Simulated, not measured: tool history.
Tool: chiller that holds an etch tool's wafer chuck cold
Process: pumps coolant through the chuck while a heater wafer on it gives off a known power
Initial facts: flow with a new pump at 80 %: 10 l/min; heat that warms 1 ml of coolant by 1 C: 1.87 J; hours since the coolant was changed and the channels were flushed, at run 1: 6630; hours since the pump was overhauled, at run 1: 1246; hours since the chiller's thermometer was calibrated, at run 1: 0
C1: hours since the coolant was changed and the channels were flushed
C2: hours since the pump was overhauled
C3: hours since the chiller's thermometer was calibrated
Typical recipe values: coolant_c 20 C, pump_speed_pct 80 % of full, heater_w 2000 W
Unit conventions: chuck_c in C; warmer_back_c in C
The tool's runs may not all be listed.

{"run": 1, "hour": 0.0, "coolant_c": 20, "pump_speed_pct": 80, "heater_w": 2000, "C1": 6630, "C2": 1246, "C3": 0, "chuck_c": 35.3, "warmer_back_c": 6.54}
{"run": 2, "hour": 45.0, "coolant_c": 20, "pump_speed_pct": 80, "heater_w": 2000, "C1": 6675, "C2": 1291, "C3": 45, "chuck_c": 35.2, "warmer_back_c": 6.54}
{"run": 3, "hour": 93.2, "coolant_c": 28, "pump_speed_pct": 80, "heater_w": 2000, "C1": 6723, "C2": 1339, "C3": 93, "chuck_c": 43.3, "warmer_back_c": 6.59}
{"run": 4, "hour": 136.8, "coolant_c": 20, "pump_speed_pct": 80, "heater_w": 2000, "C1": 6767, "C2": 1383, "C3": 137, "chuck_c": 35.3, "warmer_back_c": 6.57}
{"run": 5, "hour": 184.1, "coolant_c": 20, "pump_speed_pct": 80, "heater_w": 2000, "C1": 6814, "C2": 1430, "C3": 184, "chuck_c": 35.3, "warmer_back_c": 6.53}
{"run": 6, "hour": 221.7, "coolant_c": 20, "pump_speed_pct": 80, "heater_w": 2000, "C1": 6852, "C2": 1468, "C3": 222, "chuck_c": 35.3, "warmer_back_c": 6.54}
{"run": 7, "hour": 275.1, "coolant_c": 21, "pump_speed_pct": 80, "heater_w": 2000, "C1": 6905, "C2": 1521, "C3": 275, "chuck_c": 36.5, "warmer_back_c": 6.57}
{"run": 8, "hour": 328.6, "coolant_c": 21, "pump_speed_pct": 80, "heater_w": 2000, "C1": 6959, "C2": 1575, "C3": 329, "chuck_c": 36.6, "warmer_back_c": 6.65}
{"run": 9, "hour": 362.1, "coolant_c": 21, "pump_speed_pct": 80, "heater_w": 1614, "C1": 6992, "C2": 1608, "C3": 362, "chuck_c": 33.5, "warmer_back_c": 5.33}
{"run": 10, "hour": 411.9, "coolant_c": 20, "pump_speed_pct": 80, "heater_w": 2000, "C1": 7042, "C2": 1658, "C3": 412, "chuck_c": 35.5, "warmer_back_c": 6.63}
{"run": 11, "hour": 441.0, "coolant_c": 20, "pump_speed_pct": 80, "heater_w": 2000, "C1": 7071, "C2": 1687, "C3": 441, "chuck_c": 35.6, "warmer_back_c": 6.62}
{"run": 12, "hour": 493.3, "coolant_c": 20, "pump_speed_pct": 80, "heater_w": 2000, "C1": 7124, "C2": 1739, "C3": 493, "chuck_c": 35.5, "warmer_back_c": 6.64}
{"run": 13, "hour": 527.9, "coolant_c": 20, "pump_speed_pct": 80, "heater_w": 2000, "C1": 7158, "C2": 1774, "C3": 528, "chuck_c": 35.4, "warmer_back_c": 6.59}
{"run": 14, "hour": 564.3, "coolant_c": 20, "pump_speed_pct": 80, "heater_w": 2000, "C1": 7195, "C2": 1810, "C3": 564, "chuck_c": 35.6, "warmer_back_c": 6.65}
{"run": 15, "hour": 595.6, "coolant_c": 20, "pump_speed_pct": 80, "heater_w": 2000, "C1": 7226, "C2": 1842, "C3": 596, "chuck_c": 35.7, "warmer_back_c": 6.67}
{"run": 16, "hour": 646.4, "coolant_c": 20, "pump_speed_pct": 80, "heater_w": 2000, "C1": 7277, "C2": 1893, "C3": 646, "chuck_c": 35.6, "warmer_back_c": 6.63}
{"run": 17, "hour": 682.1, "coolant_c": 12, "pump_speed_pct": 80, "heater_w": 1978, "C1": 7312, "C2": 1928, "C3": 682, "chuck_c": 27.3, "warmer_back_c": 6.59}

What does the tool deliver on the next run?
{"run": 18, "hour": 728.5, "coolant_c": 12, "pump_speed_pct": 80, "heater_w": 1978, "C1": 7359, "C2": 1975, "C3": 728, "chuck_c": "?", "warmer_back_c": "?"}

chuck_c: 27.5 C
warmer_back_c: 6.57 C
On a tool with no hidden condition, and with the same random variation, this run would have come out at chuck_c 25.1 C, warmer_back_c 6.36 C.
